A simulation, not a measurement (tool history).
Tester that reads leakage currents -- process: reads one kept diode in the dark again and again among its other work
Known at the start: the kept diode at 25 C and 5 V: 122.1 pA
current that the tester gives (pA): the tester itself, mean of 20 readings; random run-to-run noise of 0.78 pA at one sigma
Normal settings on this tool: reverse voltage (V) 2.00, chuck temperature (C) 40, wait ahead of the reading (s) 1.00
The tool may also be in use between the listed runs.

run    hour  reverse voltage (V)  chuck temperature (C)  wait ahead of the reading (s)  current that the tester gives (pA)
  1     0.0                 2.00                     40                           1.00                              262.46
  2   125.6                 2.00                     40                           1.00                              265.07
      206.9  -- probe card cleaned and baked
  3   293.4                 2.00                     40                           1.00                              262.32
  4   450.2                 2.00                     40                           2.84                              262.46
  5   583.5                 2.00                     40                           1.00                              263.48
  6   672.1                 2.00                     45                           1.00                              393.39
  7   769.4                 2.00                     45                           1.00                              393.51
  8   934.2                17.88                     40                           1.00                              926.40
  9  1056.7                17.88                     40                           1.52                              930.81
 10  1181.6                 2.00                     49                           1.00                              541.14
 11  1357.4                 2.00                     40                           1.00                              270.61
 12  1458.6                 2.00                     40                           1.00                              270.19
 13  1581.6                 2.00                     40                           1.00                              271.34
 14  1786.7                 2.00                     40                           1.00                              275.11
 15  1903.8                 8.53                     40                           1.00                              626.49
 16  2069.0                 8.53                     40                           1.00                              633.14
 17  2196.7                 2.00                     40                           1.00                              278.14
 18  2314.9                 7.11                     40                           1.70                              574.78
     2427.8  -- chuck's temperature calibrated
 19  2498.0                 6.09                     36                           0.49                              359.94
 20  2673.8                 1.16                     40                           3.49                              193.54
 21  2826.1                12.67                     31                           3.49                              369.02

Estimate the outcome of run 22 from the log above:
 22  2992.7                 1.45                     31                           3.49                                   ?

current that the tester gives (pA): 106.51
Without the tool's hidden state the same run would have given current that the tester gives (pA) 102.41.

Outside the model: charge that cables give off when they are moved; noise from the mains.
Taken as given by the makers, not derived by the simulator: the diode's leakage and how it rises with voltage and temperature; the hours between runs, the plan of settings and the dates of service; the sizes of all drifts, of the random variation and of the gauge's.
